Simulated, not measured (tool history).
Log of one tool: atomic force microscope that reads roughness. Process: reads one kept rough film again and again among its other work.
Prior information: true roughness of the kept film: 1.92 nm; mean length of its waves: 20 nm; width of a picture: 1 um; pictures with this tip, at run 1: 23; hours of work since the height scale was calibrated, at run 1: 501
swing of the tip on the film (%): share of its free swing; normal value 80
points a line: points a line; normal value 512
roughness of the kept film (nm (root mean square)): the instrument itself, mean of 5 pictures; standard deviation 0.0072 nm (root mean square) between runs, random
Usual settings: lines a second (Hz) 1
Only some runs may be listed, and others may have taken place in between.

run,hour,lines a second (Hz),swing of the tip on the film (%),points a line,pictures with this tip,hours of work since the height scale was calibrated,roughness of the kept film (nm (root mean square))
1,0,1,80,512,23,501,1.436
2,16.6,1,80,512,38,509,1.391
3,39.1,1,80,512,58,519,1.339
4,65.2,1,80,512,80,530,1.289
# hour 74.1: new tip fitted
5,87.3,1,80,512,11,540,1.48
6,109.7,1,80,512,31,550,1.425
7,127.1,1,80,512,46,558,1.376
8,148.1,1,80,512,64,567,1.319
# hour 176.2: new tip fitted
9,176.9,1,80,512,1,580,1.517
10,196.5,1,80,512,18,589,1.464
11,216.2,1,79,512,35,598,1.404
12,234,1,79,512,50,606,1.385
13,259.7,1,79,512,73,617,1.313
14,274.7,1,80,512,86,624,1.276
# hour 277.4: new tip fitted
15,299,1,80,512,19,635,1.456
16,321.9,1,80,512,39,645,1.395
17,345.6,1,80,512,59,655,1.335
18,364.2,1,80,563,76,664,1.306
# hour 379.2: new tip fitted
19,385.4,1,80,563,6,673,1.476
# hour 387.6: height scale calibrated on a step standard
20,398.2,1,80,563,16,5,1.449
21,415.9,1,80,512,31,13,1.419
22,429.9,1,80,512,44,19,1.367
23,450,1.04,83,940,61,28,1.317
24,471.2,3.78,58,409,79,37,1.275
# hour 481.8: new tip fitted
25,488,1.13,61,955,6,45,1.597
26,500.2,1.98,89,942,16,50,1.219
# hour 514.3: height scale calibrated on a step standard, once more
27,520.9,2.31,84,804,34,3,1.168
28,546.2,0.72,69,512,56,14,1.432
29,569.3,1.11,79,360,76,25,1.272
30,582.6,2,66,712,87,31,1.286
# hour 584.5: new tip fitted
31,607.7,2,66,712,20,42,1.449
32,624.3,2.46,74,256,34,49,1.238
33,638,1.93,74,256,46,55,1.26
34,654,0.91,80,557,60,62,1.329
35,671.6,0.91,75,761,75,70,1.33
# hour 686: new tip fitted
36,695.1,3.28,80,272,7,81,1.182
37,717.4,3.28,80,272,27,91,1.126
38,735.5,3.28,80,272,43,99,1.089
39,755.5,3.28,80,272,60,108,1.055
40,776.9,3.9,80,512,79,117,0.989
# hour 788.7: new tip fitted
41,800.1,1,80,827,10,127,1.47
42,827.2,1,56,303,33,140,1.492

Below are 3 alternative next runs, each starting from the tool's condition after run 42. Predict each:
A,849.3,1,63,512,52,149,?
B,849.3,1.42,82,349,52,149,?
C,849.3,1,75,512,52,149,?

run,roughness of the kept film (nm (root mean square))
A,1.443
B,1.25
C,1.388
The same runs, with their run-to-run variation unchanged, on a tool lacking any hidden condition would have given:
run,roughness of the kept film (nm (root mean square))
A,1.612
B,1.397
C,1.551

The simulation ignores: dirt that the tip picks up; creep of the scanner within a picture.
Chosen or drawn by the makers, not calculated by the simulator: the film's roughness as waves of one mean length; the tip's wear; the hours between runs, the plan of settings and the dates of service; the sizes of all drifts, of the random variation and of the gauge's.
